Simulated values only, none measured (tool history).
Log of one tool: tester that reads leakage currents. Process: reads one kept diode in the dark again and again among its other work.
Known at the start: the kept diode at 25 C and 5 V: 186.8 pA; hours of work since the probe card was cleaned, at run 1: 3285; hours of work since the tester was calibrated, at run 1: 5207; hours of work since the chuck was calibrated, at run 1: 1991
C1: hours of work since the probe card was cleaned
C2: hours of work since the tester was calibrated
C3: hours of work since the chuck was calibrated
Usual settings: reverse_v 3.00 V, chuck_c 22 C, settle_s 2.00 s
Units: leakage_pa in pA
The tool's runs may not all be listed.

run 1 hour=0.0 | reverse_v=3.00 chuck_c=22 settle_s=2.00 | C1=3285 C2=5207 C3=1991 | leakage_pa=103.65
run 2 hour=149.1 | reverse_v=3.00 chuck_c=23 settle_s=2.00 | C1=3387 C2=5309 C3=2093 | leakage_pa=111.16
-- hour=181.9 chuck's temperature calibrated
run 3 hour=309.2 | reverse_v=3.00 chuck_c=23 settle_s=2.00 | C1=3495 C2=5418 C3=87 | leakage_pa=125.08
-- hour=443.3 probe card cleaned and baked
run 4 hour=498.7 | reverse_v=3.00 chuck_c=22 settle_s=2.00 | C1=38 C2=5546 C3=215 | leakage_pa=108.16
-- hour=661.3 tester calibrated
run 5 hour=703.2 | reverse_v=3.00 chuck_c=22 settle_s=2.00 | C1=177 C2=29 C3=354 | leakage_pa=106.37
run 6 hour=831.4 | reverse_v=3.00 chuck_c=22 settle_s=2.00 | C1=265 C2=117 C3=442 | leakage_pa=105.93
run 7 hour=983.5 | reverse_v=3.00 chuck_c=22 settle_s=2.00 | C1=369 C2=221 C3=546 | leakage_pa=106.07
run 8 hour=1154.0 | reverse_v=3.00 chuck_c=22 settle_s=2.00 | C1=486 C2=338 C3=663 | leakage_pa=105.15
-- hour=1318.8 tester calibrated, once more
run 9 hour=1358.3 | reverse_v=3.00 chuck_c=24 settle_s=2.00 | C1=624 C2=27 C3=802 | leakage_pa=125.66
run 10 hour=1490.3 | reverse_v=3.00 chuck_c=22 settle_s=2.00 | C1=715 C2=118 C3=892 | leakage_pa=106.89
run 11 hour=1599.1 | reverse_v=3.00 chuck_c=22 settle_s=2.94 | C1=790 C2=192 C3=967 | leakage_pa=106.72
run 12 hour=1782.8 | reverse_v=3.00 chuck_c=22 settle_s=2.94 | C1=915 C2=318 C3=1093 | leakage_pa=106.51
run 13 hour=1950.5 | reverse_v=3.00 chuck_c=22 settle_s=2.00 | C1=1030 C2=433 C3=1207 | leakage_pa=105.33
run 14 hour=2139.9 | reverse_v=2.42 chuck_c=22 settle_s=2.00 | C1=1160 C2=563 C3=1337 | leakage_pa=92.58
run 15 hour=2303.8 | reverse_v=3.00 chuck_c=22 settle_s=2.00 | C1=1273 C2=675 C3=1450 | leakage_pa=104.52
run 16 hour=2445.3 | reverse_v=3.00 chuck_c=56 settle_s=2.00 | C1=1370 C2=772 C3=1547 | leakage_pa=1290.66
run 17 hour=2574.8 | reverse_v=3.00 chuck_c=56 settle_s=2.00 | C1=1458 C2=861 C3=1635 | leakage_pa=1284.06
run 18 hour=2673.5 | reverse_v=3.00 chuck_c=52 settle_s=2.00 | C1=1526 C2=929 C3=1703 | leakage_pa=974.76
run 19 hour=2843.3 | reverse_v=3.00 chuck_c=30 settle_s=2.00 | C1=1642 C2=1045 C3=1819 | leakage_pa=194.61
run 20 hour=3051.6 | reverse_v=2.48 chuck_c=52 settle_s=6.91 | C1=1785 C2=1188 C3=1962 | leakage_pa=866.05
run 21 hour=3195.5 | reverse_v=2.48 chuck_c=52 settle_s=3.88 | C1=1884 C2=1286 C3=2061 | leakage_pa=862.08
-- hour=3272.3 chuck's temperature calibrated
run 22 hour=3381.4 | reverse_v=2.48 chuck_c=52 settle_s=3.88 | C1=2010 C2=1412 C3=75 | leakage_pa=927.58
run 23 hour=3537.2 | reverse_v=2.48 chuck_c=52 settle_s=3.88 | C1=2117 C2=1519 C3=182 | leakage_pa=918.59
run 24 hour=3660.7 | reverse_v=2.48 chuck_c=52 settle_s=3.88 | C1=2201 C2=1604 C3=266 | leakage_pa=918.05
run 25 hour=3756.8 | reverse_v=13.81 chuck_c=52 settle_s=3.88 | C1=2267 C2=1670 C3=332 | leakage_pa=2414.49
run 26 hour=3930.2 | reverse_v=13.81 chuck_c=52 settle_s=3.88 | C1=2386 C2=1789 C3=451 | leakage_pa=2403.69
run 27 hour=4145.1 | reverse_v=3.00 chuck_c=22 settle_s=4.55 | C1=2533 C2=1936 C3=598 | leakage_pa=109.87
run 28 hour=4239.2 | reverse_v=3.31 chuck_c=22 settle_s=4.55 | C1=2598 C2=2000 C3=663 | leakage_pa=115.67
run 29 hour=4352.3 | reverse_v=2.11 chuck_c=39 settle_s=9.81 | C1=2675 C2=2078 C3=740 | leakage_pa=326.30
run 30 hour=4488.0 | reverse_v=2.11 chuck_c=39 settle_s=9.81 | C1=2768 C2=2171 C3=833 | leakage_pa=324.43
run 31 hour=4687.7 | reverse_v=2.44 chuck_c=52 settle_s=0.73 | C1=2905 C2=2308 C3=970 | leakage_pa=877.58
run 32 hour=4821.1 | reverse_v=18.09 chuck_c=33 settle_s=0.98 | C1=2997 C2=2399 C3=1062 | leakage_pa=713.38
run 33 hour=4965.7 | reverse_v=2.00 chuck_c=45 settle_s=4.42 | C1=3096 C2=2498 C3=1161 | leakage_pa=480.14
run 34 hour=5129.1 | reverse_v=19.17 chuck_c=45 settle_s=4.26 | C1=3208 C2=2610 C3=1273 | leakage_pa=1726.94
run 35 hour=5289.3 | reverse_v=8.02 chuck_c=26 settle_s=4.26 | C1=3318 C2=2720 C3=1383 | leakage_pa=259.07
run 36 hour=5423.1 | reverse_v=8.02 chuck_c=26 settle_s=2.88 | C1=3409 C2=2812 C3=1474 | leakage_pa=256.58
run 37 hour=5516.8 | reverse_v=8.02 chuck_c=26 settle_s=2.88 | C1=3474 C2=2876 C3=1538 | leakage_pa=257.13
-- hour=5675.1 probe card cleaned and baked
run 38 hour=5730.5 | reverse_v=12.64 chuck_c=40 settle_s=4.42 | C1=38 C2=3021 C3=1683 | leakage_pa=905.86

Some steps in leakage_pa between neighbouring runs. How much of each would the tool show without its hidden state too (settings, what came in, random variation), and how much is left for the hidden state, with any gauge scatter that isn't in both results?
The hidden state here: stray current of the dirty probe card, pA a volt; current scale over the true one, %; true chuck temperature over the reading, C; drift of the gauge itself on leakage_pa, %.
Run 15 -> 16: chuck_c 22 -> 56. leakage_pa +1186.14 pA: hidden state -78.78, all else +1264.92.
Run 24 -> 25: reverse_v 2.48 -> 13.81. leakage_pa +1496.44 pA: hidden state -32.17, all else +1528.61.
Run 26 -> 27: reverse_v 13.81 -> 3.00, chuck_c 52 -> 22, settle_s 3.88 -> 4.55. leakage_pa -2293.82 pA: hidden state +66.77, all else -2360.59.
Run 34 -> 35: reverse_v 19.17 -> 8.02, chuck_c 45 -> 26. leakage_pa -1467.87 pA: hidden state +92.63, all else -1560.50.
Run 37 -> 38: reverse_v 8.02 -> 12.64, chuck_c 26 -> 40, settle_s 2.88 -> 4.42, probe card cleaned and baked. leakage_pa +648.73 pA: hidden state -90.87, all else +739.60.
